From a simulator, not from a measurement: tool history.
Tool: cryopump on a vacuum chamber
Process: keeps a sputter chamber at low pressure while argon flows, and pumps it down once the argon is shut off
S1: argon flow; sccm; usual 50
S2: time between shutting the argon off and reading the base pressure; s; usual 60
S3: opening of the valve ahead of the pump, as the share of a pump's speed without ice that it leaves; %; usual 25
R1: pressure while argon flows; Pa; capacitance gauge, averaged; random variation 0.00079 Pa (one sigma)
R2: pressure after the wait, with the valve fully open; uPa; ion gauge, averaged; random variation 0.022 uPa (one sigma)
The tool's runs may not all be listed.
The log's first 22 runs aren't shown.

run	day	S1	S2	S3	R1	R2
23	31.229	50	99	21	0.1917	1.08
24	33.192	50	103	17	0.2363	1.09
25	34.592	28	60	25	0.0929	1.31
26	35.450	28	60	25	0.0940	1.35
27	36.992	28	60	25	0.0923	1.32
28	38.171	28	60	25	0.0943	1.38
29	39.221	85	260	29	0.2511	1.08
30	40.217	85	66	42	0.1824	1.37
31	41.696	85	66	42	0.1833	1.46
32	42.646	85	66	42	0.1860	1.45
33	44.067	85	66	42	0.1879	1.55
34	45.750	80	48	59	0.1363	1.74

3 ways to go on from here, each from the tool as it stands after run 34. What would each give?
# day 46.704: pump warmed up, emptied and cooled again
A	46.883	25	99	22	?	?
# day 46.704: pump warmed up, emptied and cooled again
B	46.883	77	75	59	?	?
# day 46.704: pump warmed up, emptied and cooled again
C	46.883	43	124	32	?	?

run	R1	R2
A	0.0893	1.10
B	0.1030	1.13
C	0.1069	1.03
Without the tool's hidden state the same runs would have given:
run	R1	R2
A	0.0881	0.40
B	0.0993	0.44
C	0.1049	0.32
